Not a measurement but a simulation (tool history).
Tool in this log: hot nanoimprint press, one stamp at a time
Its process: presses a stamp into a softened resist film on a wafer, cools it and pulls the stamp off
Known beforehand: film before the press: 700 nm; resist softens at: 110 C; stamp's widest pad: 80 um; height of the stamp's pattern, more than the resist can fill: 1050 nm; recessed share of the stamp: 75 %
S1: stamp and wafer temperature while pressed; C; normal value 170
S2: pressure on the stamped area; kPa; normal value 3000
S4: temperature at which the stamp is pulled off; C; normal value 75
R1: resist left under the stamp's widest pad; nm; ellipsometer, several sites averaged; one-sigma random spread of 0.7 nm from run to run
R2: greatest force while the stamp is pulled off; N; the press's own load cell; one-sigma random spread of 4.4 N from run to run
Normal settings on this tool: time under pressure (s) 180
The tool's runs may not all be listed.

run 1 hour=0 | S1=170 S2=3000 time_under_pressure_(s)=180 S4=75 | R1=311.9 R2=224
run 2 hour=20.4 | S1=170 S2=3000 time_under_pressure_(s)=180 S4=75 | R1=313.6 R2=227
run 3 hour=43.9 | S1=170 S2=3000 time_under_pressure_(s)=180 S4=77 | R1=312.7 R2=218
run 4 hour=76.8 | S1=180 S2=3000 time_under_pressure_(s)=180 S4=77 | R1=198.6 R2=218
run 5 hour=105.8 | S1=170 S2=3000 time_under_pressure_(s)=180 S4=75 | R1=313.2 R2=217
run 6 hour=127.2 | S1=170 S2=3000 time_under_pressure_(s)=180 S4=67 | R1=313 R2=235
run 7 hour=152.7 | S1=170 S2=3000 time_under_pressure_(s)=180 S4=67 | R1=313.4 R2=235
run 8 hour=174.8 | S1=170 S2=3000 time_under_pressure_(s)=180 S4=75 | R1=312.5 R2=231
-- hour=182.7 plate thermocouple calibrated
run 9 hour=210.3 | S1=170 S2=3000 time_under_pressure_(s)=180 S4=75 | R1=314.9 R2=229
run 10 hour=253.6 | S1=170 S2=3000 time_under_pressure_(s)=180 S4=75 | R1=313.5 R2=231
run 11 hour=291.1 | S1=170 S2=3000 time_under_pressure_(s)=180 S4=75 | R1=314.5 R2=233
run 12 hour=336.2 | S1=170 S2=3000 time_under_pressure_(s)=180 S4=75 | R1=314.2 R2=226
run 13 hour=355.6 | S1=170 S2=3000 time_under_pressure_(s)=180 S4=75 | R1=315.5 R2=223
run 14 hour=381.8 | S1=170 S2=3000 time_under_pressure_(s)=180 S4=75 | R1=315.2 R2=232
run 15 hour=427.6 | S1=167 S2=3000 time_under_pressure_(s)=176 S4=75 | R1=364.2 R2=227
run 16 hour=459.7 | S1=179 S2=3050 time_under_pressure_(s)=145 S4=63 | R1=224.4 R2=247
run 17 hour=495.7 | S1=179 S2=3050 time_under_pressure_(s)=145 S4=63 | R1=223.7 R2=248
run 18 hour=525.1 | S1=182 S2=3050 time_under_pressure_(s)=145 S4=63 | R1=195.9 R2=256
run 19 hour=569.5 | S1=182 S2=3050 time_under_pressure_(s)=145 S4=63 | R1=197.6 R2=244
run 20 hour=602.7 | S1=163 S2=3050 time_under_pressure_(s)=145 S4=63 | R1=458.8 R2=253
run 21 hour=636.1 | S1=182 S2=4520 time_under_pressure_(s)=150 S4=60 | R1=153.9 R2=251
run 22 hour=669.9 | S1=169 S2=4120 time_under_pressure_(s)=149 S4=74 | R1=298.6 R2=231
-- hour=696.8 gauge calibrated
run 23 hour=708 | S1=175 S2=1860 time_under_pressure_(s)=344 S4=75 | R1=256.7 R2=221
run 24 hour=743.9 | S1=170 S2=3000 time_under_pressure_(s)=129 S4=70 | R1=349.8 R2=237
run 25 hour=784 | S1=170 S2=3000 time_under_pressure_(s)=129 S4=77 | R1=350.6 R2=227

3 options for the next run, each taken on its own from the tool as it stands now. Forecast them:
run A hour=803.4 | S1=170 S2=3000 time_under_pressure_(s)=129 S4=75 | R1=? R2=?
run B hour=803.4 | S1=162 S2=3000 time_under_pressure_(s)=166 S4=77 | R1=? R2=?
run C hour=803.4 | S1=170 S2=2760 time_under_pressure_(s)=122 S4=77 | R1=? R2=?

run=A R1=350.6 R2=230
run=B R1=460 R2=221
run=C R1=370.4 R2=221
What these runs would have given with no unlogged condition in the tool:
run=A R1=350 R2=228
run=B R1=459.2 R2=219
run=C R1=369.7 R2=219

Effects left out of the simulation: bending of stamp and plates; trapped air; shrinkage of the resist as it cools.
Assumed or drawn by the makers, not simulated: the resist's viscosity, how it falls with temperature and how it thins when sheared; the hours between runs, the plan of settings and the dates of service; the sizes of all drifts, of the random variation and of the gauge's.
